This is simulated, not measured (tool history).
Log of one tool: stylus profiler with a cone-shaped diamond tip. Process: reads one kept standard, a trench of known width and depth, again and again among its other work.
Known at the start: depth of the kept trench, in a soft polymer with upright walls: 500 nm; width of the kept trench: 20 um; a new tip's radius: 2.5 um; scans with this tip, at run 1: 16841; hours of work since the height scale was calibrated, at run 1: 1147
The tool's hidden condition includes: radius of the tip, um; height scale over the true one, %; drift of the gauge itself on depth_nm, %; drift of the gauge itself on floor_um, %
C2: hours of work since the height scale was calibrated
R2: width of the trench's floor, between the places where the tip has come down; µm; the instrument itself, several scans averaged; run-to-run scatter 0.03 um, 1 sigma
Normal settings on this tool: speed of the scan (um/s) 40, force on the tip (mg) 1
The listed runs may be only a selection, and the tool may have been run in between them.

run 1 day=0 | speed_of_the_scan_(um/s)=40 force_on_the_tip_(mg)=1 | scans_with_this_tip=16841 C2=1147 | depth_of_the_trench_(Å)=5027.9 R2=15.19
run 2 day=0.471 | speed_of_the_scan_(um/s)=36 force_on_the_tip_(mg)=1 | scans_with_this_tip=16950 C2=1154 | depth_of_the_trench_(Å)=5026.5 R2=15.18
run 3 day=1.054 | speed_of_the_scan_(um/s)=36 force_on_the_tip_(mg)=1 | scans_with_this_tip=17085 C2=1164 | depth_of_the_trench_(Å)=5026.3 R2=15.21
run 4 day=1.388 | speed_of_the_scan_(um/s)=32 force_on_the_tip_(mg)=1 | scans_with_this_tip=17162 C2=1169 | depth_of_the_trench_(Å)=5027.3 R2=15.2
run 5 day=2.004 | speed_of_the_scan_(um/s)=32 force_on_the_tip_(mg)=1 | scans_with_this_tip=17305 C2=1178 | depth_of_the_trench_(Å)=5025 R2=15.16
run 6 day=2.462 | speed_of_the_scan_(um/s)=90 force_on_the_tip_(mg)=1 | scans_with_this_tip=17411 C2=1186 | depth_of_the_trench_(Å)=5026.3 R2=14.78
run 7 day=3.017 | speed_of_the_scan_(um/s)=90 force_on_the_tip_(mg)=1 | scans_with_this_tip=17540 C2=1194 | depth_of_the_trench_(Å)=5024.6 R2=14.75
run 8 day=3.642 | speed_of_the_scan_(um/s)=40 force_on_the_tip_(mg)=2.4 | scans_with_this_tip=17685 C2=1204 | depth_of_the_trench_(Å)=5061.1 R2=15.19
run 9 day=4.025 | speed_of_the_scan_(um/s)=40 force_on_the_tip_(mg)=1.7 | scans_with_this_tip=17774 C2=1210 | depth_of_the_trench_(Å)=5044.7 R2=15.15
run 10 day=4.392 | speed_of_the_scan_(um/s)=40 force_on_the_tip_(mg)=1.7 | scans_with_this_tip=17859 C2=1216 | depth_of_the_trench_(Å)=5042.5 R2=15.18
run 11 day=4.833 | speed_of_the_scan_(um/s)=40 force_on_the_tip_(mg)=1.7 | scans_with_this_tip=17961 C2=1223 | depth_of_the_trench_(Å)=5048.4 R2=15.12
run 12 day=5.425 | speed_of_the_scan_(um/s)=40 force_on_the_tip_(mg)=1.7 | scans_with_this_tip=18098 C2=1232 | depth_of_the_trench_(Å)=5044.3 R2=15.16
run 13 day=5.933 | speed_of_the_scan_(um/s)=55 force_on_the_tip_(mg)=1 | scans_with_this_tip=18216 C2=1241 | depth_of_the_trench_(Å)=5026.4 R2=14.96
run 14 day=6.438 | speed_of_the_scan_(um/s)=40 force_on_the_tip_(mg)=1 | scans_with_this_tip=18333 C2=1248 | depth_of_the_trench_(Å)=5024.9 R2=15.11
run 15 day=6.75 | speed_of_the_scan_(um/s)=40 force_on_the_tip_(mg)=1 | scans_with_this_tip=18406 C2=1253 | depth_of_the_trench_(Å)=5024.1 R2=14.98
run 16 day=7.062 | speed_of_the_scan_(um/s)=40 force_on_the_tip_(mg)=1 | scans_with_this_tip=18477 C2=1258 | depth_of_the_trench_(Å)=5024.9 R2=15.09
run 17 day=7.629 | speed_of_the_scan_(um/s)=40 force_on_the_tip_(mg)=1 | scans_with_this_tip=18609 C2=1267 | depth_of_the_trench_(Å)=5025.8 R2=15.02
run 18 day=8.312 | speed_of_the_scan_(um/s)=40 force_on_the_tip_(mg)=1 | scans_with_this_tip=18767 C2=1278 | depth_of_the_trench_(Å)=5024.4 R2=15.03
run 19 day=8.812 | speed_of_the_scan_(um/s)=40 force_on_the_tip_(mg)=1 | scans_with_this_tip=18883 C2=1286 | depth_of_the_trench_(Å)=5027 R2=15.05
run 20 day=9.425 | speed_of_the_scan_(um/s)=87 force_on_the_tip_(mg)=1 | scans_with_this_tip=19025 C2=1296 | depth_of_the_trench_(Å)=5026.1 R2=14.69
run 21 day=9.9 | speed_of_the_scan_(um/s)=87 force_on_the_tip_(mg)=1 | scans_with_this_tip=19135 C2=1303 | depth_of_the_trench_(Å)=5025.2 R2=14.65
run 22 day=10.454 | speed_of_the_scan_(um/s)=74 force_on_the_tip_(mg)=1 | scans_with_this_tip=19263 C2=1312 | depth_of_the_trench_(Å)=5020.9 R2=14.73
run 23 day=10.821 | speed_of_the_scan_(um/s)=40 force_on_the_tip_(mg)=1 | scans_with_this_tip=19349 C2=1318 | depth_of_the_trench_(Å)=5023.4 R2=15
run 24 day=11.396 | speed_of_the_scan_(um/s)=33 force_on_the_tip_(mg)=2.64 | scans_with_this_tip=19482 C2=1327 | depth_of_the_trench_(Å)=5063.2 R2=15.08
run 25 day=12.042 | speed_of_the_scan_(um/s)=66 force_on_the_tip_(mg)=1.4 | scans_with_this_tip=19632 C2=1337 | depth_of_the_trench_(Å)=5036.3 R2=14.9
run 26 day=12.488 | speed_of_the_scan_(um/s)=78 force_on_the_tip_(mg)=0.48 | scans_with_this_tip=19734 C2=1344 | depth_of_the_trench_(Å)=5006 R2=14.5
run 27 day=12.971 | speed_of_the_scan_(um/s)=17 force_on_the_tip_(mg)=0.57 | scans_with_this_tip=19847 C2=1352 | depth_of_the_trench_(Å)=5009.8 R2=15.08
run 28 day=13.317 | speed_of_the_scan_(um/s)=17 force_on_the_tip_(mg)=0.57 | scans_with_this_tip=19927 C2=1357 | depth_of_the_trench_(Å)=5009.2 R2=15.03
-- day=13.988 new tip fitted, height scale calibrated
run 29 day=13.988 | speed_of_the_scan_(um/s)=17 force_on_the_tip_(mg)=0.57 | scans_with_this_tip=0 C2=0 | depth_of_the_trench_(Å)=5030.1 R2=16.86
run 30 day=14.462 | speed_of_the_scan_(um/s)=158 force_on_the_tip_(mg)=0.68 | scans_with_this_tip=110 C2=7 | depth_of_the_trench_(Å)=5033.7 R2=15.77
run 31 day=14.788 | speed_of_the_scan_(um/s)=158 force_on_the_tip_(mg)=0.68 | scans_with_this_tip=186 C2=13 | depth_of_the_trench_(Å)=5034.3 R2=15.74
run 32 day=15.212 | speed_of_the_scan_(um/s)=99 force_on_the_tip_(mg)=0.54 | scans_with_this_tip=284 C2=19 | depth_of_the_trench_(Å)=5030.8 R2=16.12
run 33 day=15.871 | speed_of_the_scan_(um/s)=99 force_on_the_tip_(mg)=0.54 | scans_with_this_tip=437 C2=30 | depth_of_the_trench_(Å)=5029 R2=16.14

Run 34 is up next; what results do you expect?
run 34 day=16.354 | speed_of_the_scan_(um/s)=99 force_on_the_tip_(mg)=0.54 | scans_with_this_tip=549 C2=37 | depth_of_the_trench_(Å)=? R2=?

depth of the trench (Å): 5033
R2: 16.03 µm
Take away the tool's hidden state, keep the run-to-run variation as it was, and the same run would have given depth of the trench (Å) 5032.6, R2 16.03 µm.
